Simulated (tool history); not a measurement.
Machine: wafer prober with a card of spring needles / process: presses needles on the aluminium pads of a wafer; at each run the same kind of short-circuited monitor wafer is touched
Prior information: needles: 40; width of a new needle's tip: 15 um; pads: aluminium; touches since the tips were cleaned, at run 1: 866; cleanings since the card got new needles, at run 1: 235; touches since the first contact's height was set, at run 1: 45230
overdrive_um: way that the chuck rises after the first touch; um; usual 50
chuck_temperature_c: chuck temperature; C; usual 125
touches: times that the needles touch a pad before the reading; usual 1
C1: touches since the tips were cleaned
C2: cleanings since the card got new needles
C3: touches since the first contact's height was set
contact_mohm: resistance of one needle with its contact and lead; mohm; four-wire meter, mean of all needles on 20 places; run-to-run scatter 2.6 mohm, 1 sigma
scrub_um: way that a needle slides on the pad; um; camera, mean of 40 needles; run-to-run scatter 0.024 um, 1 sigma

{"run": 1, "hour": 0.0, "overdrive_um": 50, "chuck_temperature_c": 125, "touches": 1, "C1": 866, "C2": 235, "C3": 45230, "contact_mohm": 300, "scrub_um": 10.04}
{"hour": 3.1, "done": "tips cleaned on abrasive film"}
{"hour": 8.2, "done": "tips cleaned on abrasive film"}
{"hour": 13.4, "done": "tips cleaned on abrasive film"}
{"hour": 18.5, "done": "tips cleaned on abrasive film"}
{"hour": 22.6, "done": "tips cleaned on abrasive film"}
{"hour": 27.7, "done": "tips cleaned on abrasive film"}
{"hour": 31.9, "done": "tips cleaned on abrasive film"}
{"hour": 37.0, "done": "tips cleaned on abrasive film"}
{"hour": 41.1, "done": "tips cleaned on abrasive film"}
{"hour": 46.2, "done": "tips cleaned on abrasive film"}
{"hour": 47.5, "done": "height of the first contact set anew"}
{"hour": 50.7, "done": "tips cleaned on abrasive film"}
{"run": 2, "hour": 54.6, "overdrive_um": 50, "chuck_temperature_c": 94, "touches": 1, "C1": 3007, "C2": 246, "C3": 5301, "contact_mohm": 291, "scrub_um": 10.04}
{"hour": 55.7, "done": "tips cleaned on abrasive film"}
{"hour": 60.9, "done": "tips cleaned on abrasive film"}
{"hour": 66.0, "done": "tips cleaned on abrasive film"}
{"hour": 71.1, "done": "tips cleaned on abrasive film"}
{"hour": 76.2, "done": "tips cleaned on abrasive film"}
{"hour": 81.4, "done": "tips cleaned on abrasive film"}
{"hour": 86.5, "done": "tips cleaned on abrasive film"}
{"hour": 90.6, "done": "tips cleaned on abrasive film"}
{"hour": 95.7, "done": "tips cleaned on abrasive film"}
{"hour": 100.9, "done": "tips cleaned on abrasive film"}
{"run": 3, "hour": 103.8, "overdrive_um": 50, "chuck_temperature_c": 94, "touches": 1, "C1": 2224, "C2": 256, "C3": 41945, "contact_mohm": 289, "scrub_um": 10.04}
{"hour": 105.9, "done": "tips cleaned on abrasive film"}
{"hour": 111.0, "done": "tips cleaned on abrasive film"}
{"hour": 116.2, "done": "tips cleaned on abrasive film"}
{"hour": 121.3, "done": "tips cleaned on abrasive film"}
{"hour": 125.4, "done": "tips cleaned on abrasive film"}
{"hour": 130.5, "done": "tips cleaned on abrasive film"}
{"hour": 135.7, "done": "tips cleaned on abrasive film"}
{"run": 4, "hour": 137.9, "overdrive_um": 50, "chuck_temperature_c": 125, "touches": 1, "C1": 1742, "C2": 263, "C3": 67397, "contact_mohm": 300, "scrub_um": 10.03}
{"hour": 140.1, "done": "tips cleaned on abrasive film"}
{"hour": 144.2, "done": "tips cleaned on abrasive film"}
{"hour": 149.3, "done": "tips cleaned on abrasive film"}
{"hour": 153.4, "done": "tips cleaned on abrasive film"}
{"hour": 155.7, "done": "height of the first contact set anew"}
{"hour": 158.9, "done": "tips cleaned on abrasive film"}
{"hour": 164.0, "done": "tips cleaned on abrasive film"}
{"hour": 169.1, "done": "tips cleaned on abrasive film"}
{"hour": 174.2, "done": "tips cleaned on abrasive film"}
{"hour": 179.4, "done": "tips cleaned on abrasive film"}
{"run": 5, "hour": 182.7, "overdrive_um": 50, "chuck_temperature_c": 125, "touches": 1, "C1": 2511, "C2": 272, "C3": 20103, "contact_mohm": 299, "scrub_um": 10.02}
{"hour": 183.8, "done": "tips cleaned on abrasive film"}
{"hour": 188.9, "done": "tips cleaned on abrasive film"}
{"hour": 194.0, "done": "tips cleaned on abrasive film"}
{"hour": 199.2, "done": "tips cleaned on abrasive film"}
{"hour": 204.3, "done": "tips cleaned on abrasive film"}
{"hour": 209.4, "done": "tips cleaned on abrasive film"}
{"run": 6, "hour": 211.3, "overdrive_um": 50, "chuck_temperature_c": 125, "touches": 1, "C1": 1431, "C2": 278, "C3": 41421, "contact_mohm": 297, "scrub_um": 10.01}
{"hour": 214.4, "done": "tips cleaned on abrasive film"}
{"hour": 219.5, "done": "tips cleaned on abrasive film"}
{"hour": 223.7, "done": "tips cleaned on abrasive film"}
{"hour": 228.8, "done": "tips cleaned on abrasive film"}
{"hour": 232.9, "done": "tips cleaned on abrasive film"}
{"hour": 238.0, "done": "tips cleaned on abrasive film"}
{"hour": 242.2, "done": "tips cleaned on abrasive film"}
{"hour": 247.3, "done": "tips cleaned on abrasive film"}
{"hour": 252.4, "done": "tips cleaned on abrasive film"}
{"run": 7, "hour": 252.4, "overdrive_um": 50, "chuck_temperature_c": 125, "touches": 1, "C1": 0, "C2": 287, "C3": 71982, "contact_mohm": 297, "scrub_um": 10.02}
{"hour": 257.5, "done": "tips cleaned on abrasive film"}
{"hour": 262.6, "done": "tips cleaned on abrasive film"}
{"hour": 263.9, "done": "height of the first contact set anew"}
{"hour": 267.0, "done": "tips cleaned on abrasive film"}
{"hour": 272.2, "done": "tips cleaned on abrasive film"}
{"hour": 277.3, "done": "tips cleaned on abrasive film"}
{"run": 8, "hour": 278.6, "overdrive_um": 50, "chuck_temperature_c": 65, "touches": 1, "C1": 1016, "C2": 292, "C3": 10959, "contact_mohm": 282, "scrub_um": 9.93}
{"hour": 281.7, "done": "tips cleaned on abrasive film"}
{"hour": 285.9, "done": "tips cleaned on abrasive film"}
{"hour": 291.0, "done": "tips cleaned on abrasive film"}
{"hour": 296.1, "done": "tips cleaned on abrasive film"}
{"hour": 301.2, "done": "tips cleaned on abrasive film"}
{"hour": 306.4, "done": "tips cleaned on abrasive film"}
{"run": 9, "hour": 310.4, "overdrive_um": 50, "chuck_temperature_c": 37, "touches": 1, "C1": 3051, "C2": 298, "C3": 34659, "contact_mohm": 275, "scrub_um": 9.99}
{"hour": 311.5, "done": "tips cleaned on abrasive film"}
{"hour": 316.6, "done": "tips cleaned on abrasive film"}
{"hour": 321.7, "done": "tips cleaned on abrasive film"}
{"hour": 326.9, "done": "tips cleaned on abrasive film"}
{"hour": 332.0, "done": "tips cleaned on abrasive film"}
{"hour": 337.1, "done": "tips cleaned on abrasive film"}
{"hour": 342.3, "done": "tips cleaned on abrasive film"}
{"hour": 347.4, "done": "tips cleaned on abrasive film"}
{"hour": 351.5, "done": "tips cleaned on abrasive film"}
{"hour": 356.6, "done": "tips cleaned on abrasive film"}
{"hour": 360.8, "done": "tips cleaned on abrasive film"}
{"run": 10, "hour": 364.4, "overdrive_um": 50, "chuck_temperature_c": 112, "touches": 1, "C1": 2753, "C2": 309, "C3": 74892, "contact_mohm": 291, "scrub_um": 9.95}
{"hour": 365.5, "done": "tips cleaned on abrasive film"}
{"hour": 370.6, "done": "tips cleaned on abrasive film"}
{"hour": 371.9, "done": "height of the first contact set anew"}
{"hour": 376.0, "done": "tips cleaned on abrasive film"}
{"hour": 381.2, "done": "tips cleaned on abrasive film"}
{"hour": 385.3, "done": "tips cleaned on abrasive film"}
{"hour": 389.4, "done": "tips cleaned on abrasive film"}
{"hour": 394.5, "done": "tips cleaned on abrasive film"}
{"hour": 399.7, "done": "tips cleaned on abrasive film"}
{"hour": 403.8, "done": "tips cleaned on abrasive film"}
{"run": 11, "hour": 404.5, "overdrive_um": 50, "chuck_temperature_c": 96, "touches": 2, "C1": 572, "C2": 318, "C3": 24283, "contact_mohm": 285, "scrub_um": 9.96}
{"hour": 408.7, "done": "tips cleaned on abrasive film"}
{"hour": 413.8, "done": "tips cleaned on abrasive film"}
{"hour": 417.9, "done": "tips cleaned on abrasive film"}
{"hour": 423.0, "done": "tips cleaned on abrasive film"}
{"hour": 428.2, "done": "tips cleaned on abrasive film"}
{"hour": 433.3, "done": "tips cleaned on abrasive film"}
{"hour": 437.4, "done": "tips cleaned on abrasive film"}
{"hour": 442.5, "done": "tips cleaned on abrasive film"}
{"hour": 447.7, "done": "tips cleaned on abrasive film"}
{"hour": 452.8, "done": "tips cleaned on abrasive film"}
{"hour": 457.9, "done": "tips cleaned on abrasive film"}
{"hour": 469.9, "done": "card fitted with new needles"}
{"run": 12, "hour": 472.1, "overdrive_um": 38, "chuck_temperature_c": 96, "touches": 1, "C1": 1668, "C2": 0, "C3": 1668, "contact_mohm": 294, "scrub_um": 7.57}
{"hour": 474.2, "done": "tips cleaned on abrasive film"}
{"hour": 479.3, "done": "tips cleaned on abrasive film"}
{"hour": 483.5, "done": "tips cleaned on abrasive film"}
{"hour": 488.6, "done": "tips cleaned on abrasive film"}
{"hour": 492.7, "done": "tips cleaned on abrasive film"}
{"run": 13, "hour": 496.5, "overdrive_um": 53, "chuck_temperature_c": 38, "touches": 1, "C1": 2843, "C2": 5, "C3": 19809, "contact_mohm": 271, "scrub_um": 10.51}
{"hour": 497.6, "done": "tips cleaned on abrasive film"}
{"hour": 502.7, "done": "tips cleaned on abrasive film"}
{"hour": 507.8, "done": "tips cleaned on abrasive film"}
{"hour": 511.9, "done": "tips cleaned on abrasive film"}
{"hour": 517.1, "done": "tips cleaned on abrasive film"}
{"hour": 521.2, "done": "tips cleaned on abrasive film"}
{"hour": 526.3, "done": "tips cleaned on abrasive film"}
{"hour": 530.4, "done": "tips cleaned on abrasive film"}
{"hour": 535.6, "done": "tips cleaned on abrasive film"}
{"hour": 539.7, "done": "tips cleaned on abrasive film"}
{"run": 14, "hour": 540.6, "overdrive_um": 69, "chuck_temperature_c": 85, "touches": 3, "C1": 672, "C2": 15, "C3": 52606, "contact_mohm": 282, "scrub_um": 13.73}
{"hour": 544.7, "done": "tips cleaned on abrasive film"}
{"hour": 549.8, "done": "tips cleaned on abrasive film"}
{"hour": 555.0, "done": "tips cleaned on abrasive film"}
{"hour": 559.1, "done": "tips cleaned on abrasive film"}
{"hour": 564.2, "done": "tips cleaned on abrasive film"}
{"hour": 569.3, "done": "tips cleaned on abrasive film"}
{"hour": 573.4, "done": "tips cleaned on abrasive film"}
{"hour": 577.8, "done": "height of the first contact set anew"}
{"hour": 578.9, "done": "tips cleaned on abrasive film"}
{"hour": 584.0, "done": "tips cleaned on abrasive film"}
{"hour": 588.1, "done": "tips cleaned on abrasive film"}
{"run": 15, "hour": 588.9, "overdrive_um": 69, "chuck_temperature_c": 85, "touches": 3, "C1": 571, "C2": 25, "C3": 8220, "contact_mohm": 283, "scrub_um": 13.59}
{"hour": 593.0, "done": "tips cleaned on abrasive film"}
{"hour": 598.1, "done": "tips cleaned on abrasive film"}
{"hour": 603.3, "done": "tips cleaned on abrasive film"}
{"hour": 608.4, "done": "tips cleaned on abrasive film"}
{"hour": 612.5, "done": "tips cleaned on abrasive film"}
{"hour": 617.6, "done": "tips cleaned on abrasive film"}
{"hour": 621.8, "done": "tips cleaned on abrasive film"}
{"hour": 626.9, "done": "tips cleaned on abrasive film"}
{"hour": 631.0, "done": "tips cleaned on abrasive film"}
{"run": 16, "hour": 631.0, "overdrive_um": 50, "chuck_temperature_c": 31, "touches": 2, "C1": 29, "C2": 34, "C3": 39610, "contact_mohm": 267, "scrub_um": 9.88}
{"hour": 635.2, "done": "tips cleaned on abrasive film"}
{"hour": 639.3, "done": "tips cleaned on abrasive film"}
{"hour": 644.4, "done": "tips cleaned on abrasive film"}
{"hour": 649.5, "done": "tips cleaned on abrasive film"}
{"hour": 654.7, "done": "tips cleaned on abrasive film"}
{"hour": 659.8, "done": "tips cleaned on abrasive film"}
{"hour": 663.9, "done": "tips cleaned on abrasive film"}
{"hour": 668.0, "done": "tips cleaned on abrasive film"}
{"hour": 672.4, "done": "tips cleaned on abrasive film"}
{"run": 17, "hour": 672.4, "overdrive_um": 44, "chuck_temperature_c": 125, "touches": 1, "C1": 0, "C2": 43, "C3": 70414, "contact_mohm": 297, "scrub_um": 8.7}
{"hour": 676.6, "done": "tips cleaned on abrasive film"}
{"hour": 681.7, "done": "tips cleaned on abrasive film"}
{"hour": 685.8, "done": "tips cleaned on abrasive film"}
{"hour": 686.1, "done": "height of the first contact set anew"}
{"hour": 691.2, "done": "tips cleaned on abrasive film"}
{"hour": 696.4, "done": "tips cleaned on abrasive film"}
{"run": 18, "hour": 697.2, "overdrive_um": 39, "chuck_temperature_c": 78, "touches": 2, "C1": 660, "C2": 48, "C3": 8308, "contact_mohm": 289, "scrub_um": 7.69}

Branching from run 18: 3 alternative next runs. What would each branch give?
{"hour": 701.4, "done": "tips cleaned on abrasive film"}
{"hour": 706.5, "done": "tips cleaned on abrasive film"}
{"hour": 711.6, "done": "tips cleaned on abrasive film"}
{"hour": 716.7, "done": "tips cleaned on abrasive film"}
{"hour": 720.9, "done": "tips cleaned on abrasive film"}
{"hour": 726.0, "done": "tips cleaned on abrasive film"}
{"hour": 730.1, "done": "tips cleaned on abrasive film"}
{"hour": 735.2, "done": "tips cleaned on abrasive film"}
{"hour": 740.4, "done": "tips cleaned on abrasive film"}
{"hour": 745.5, "done": "tips cleaned on abrasive film"}
{"hour": 750.6, "done": "tips cleaned on abrasive film"}
{"hour": 755.7, "done": "tips cleaned on abrasive film"}
{"run": "A", "hour": 756.2, "overdrive_um": 30, "chuck_temperature_c": 89, "touches": 1, "C1": 380, "C2": 60, "C3": 52285, "contact_mohm": "?", "scrub_um": "?"}
{"hour": 701.4, "done": "tips cleaned on abrasive film"}
{"hour": 706.5, "done": "tips cleaned on abrasive film"}
{"hour": 711.6, "done": "tips cleaned on abrasive film"}
{"hour": 716.7, "done": "tips cleaned on abrasive film"}
{"hour": 720.9, "done": "tips cleaned on abrasive film"}
{"hour": 726.0, "done": "tips cleaned on abrasive film"}
{"hour": 730.1, "done": "tips cleaned on abrasive film"}
{"hour": 735.2, "done": "tips cleaned on abrasive film"}
{"hour": 740.4, "done": "tips cleaned on abrasive film"}
{"hour": 745.5, "done": "tips cleaned on abrasive film"}
{"hour": 750.6, "done": "tips cleaned on abrasive film"}
{"hour": 755.7, "done": "tips cleaned on abrasive film"}
{"run": "B", "hour": 756.2, "overdrive_um": 45, "chuck_temperature_c": 125, "touches": 1, "C1": 380, "C2": 60, "C3": 52285, "contact_mohm": "?", "scrub_um": "?"}
{"hour": 701.4, "done": "tips cleaned on abrasive film"}
{"hour": 706.5, "done": "tips cleaned on abrasive film"}
{"hour": 711.6, "done": "tips cleaned on abrasive film"}
{"hour": 716.7, "done": "tips cleaned on abrasive film"}
{"hour": 720.9, "done": "tips cleaned on abrasive film"}
{"hour": 726.0, "done": "tips cleaned on abrasive film"}
{"hour": 730.1, "done": "tips cleaned on abrasive film"}
{"hour": 735.2, "done": "tips cleaned on abrasive film"}
{"hour": 740.4, "done": "tips cleaned on abrasive film"}
{"hour": 745.5, "done": "tips cleaned on abrasive film"}
{"hour": 750.6, "done": "tips cleaned on abrasive film"}
{"hour": 755.7, "done": "tips cleaned on abrasive film"}
{"run": "C", "hour": 756.2, "overdrive_um": 39, "chuck_temperature_c": 43, "touches": 2, "C1": 380, "C2": 60, "C3": 52285, "contact_mohm": "?", "scrub_um": "?"}

run=A contact_mohm=294 scrub_um=5.93
run=B contact_mohm=305 scrub_um=8.87
run=C contact_mohm=277 scrub_um=7.73
Stripped of hidden state, with their random variation kept, the same runs would have yielded:
run=A contact_mohm=294 scrub_um=6.04
run=B contact_mohm=305 scrub_um=9.04
run=C contact_mohm=277 scrub_um=7.88

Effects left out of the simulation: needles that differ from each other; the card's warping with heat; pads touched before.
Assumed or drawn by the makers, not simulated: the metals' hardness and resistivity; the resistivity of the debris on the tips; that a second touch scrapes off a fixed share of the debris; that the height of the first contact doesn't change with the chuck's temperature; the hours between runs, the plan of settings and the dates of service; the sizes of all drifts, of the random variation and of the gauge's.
